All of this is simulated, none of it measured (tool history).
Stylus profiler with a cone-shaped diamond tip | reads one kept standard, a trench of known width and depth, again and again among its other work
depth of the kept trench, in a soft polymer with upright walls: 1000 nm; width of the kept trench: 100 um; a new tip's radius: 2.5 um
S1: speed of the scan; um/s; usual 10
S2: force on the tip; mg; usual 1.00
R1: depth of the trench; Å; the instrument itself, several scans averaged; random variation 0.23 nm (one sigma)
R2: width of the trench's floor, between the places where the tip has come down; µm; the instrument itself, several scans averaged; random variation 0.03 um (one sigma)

run	hour	S1	S2	R1	R2
1	0.0	10	1.00	10101.5	95.75
2	18.8	10	1.00	10101.1	95.76
3	35.9	10	1.00	10101.2	95.79
4	57.8	10	1.00	10098.8	95.68
5	82.2	5	1.00	10105.9	95.75
6	107.0	5	1.00	10100.7	95.76
7	140.7	10	1.00	10108.4	95.78
8	171.8	10	1.00	10106.5	95.66
9	195.8	10	1.00	10112.0	95.62
10	221.2	38	0.47	10070.8	95.14
11	257.6	20	0.51	10074.7	95.40
# hour 261.8: height scale calibrated on a step standard
12	281.3	20	0.51	10088.8	95.36
13	311.1	8	0.55	10087.9	95.54
14	334.8	27	2.57	10204.2	95.37
15	362.9	5	1.74	10166.4	95.51
# hour 382.7: height scale calibrated on a step standard, once more
16	389.9	5	1.74	10138.9	95.52
17	417.2	5	0.98	10093.2	95.48

The next listed run, before its measurement:
18	457.3	5	1.89	?	?

R1: 10149.5 Å
R2: 95.50 µm
Without the tool's hidden state the same run would have given R1 10143.9 Å, R2 95.97 µm.

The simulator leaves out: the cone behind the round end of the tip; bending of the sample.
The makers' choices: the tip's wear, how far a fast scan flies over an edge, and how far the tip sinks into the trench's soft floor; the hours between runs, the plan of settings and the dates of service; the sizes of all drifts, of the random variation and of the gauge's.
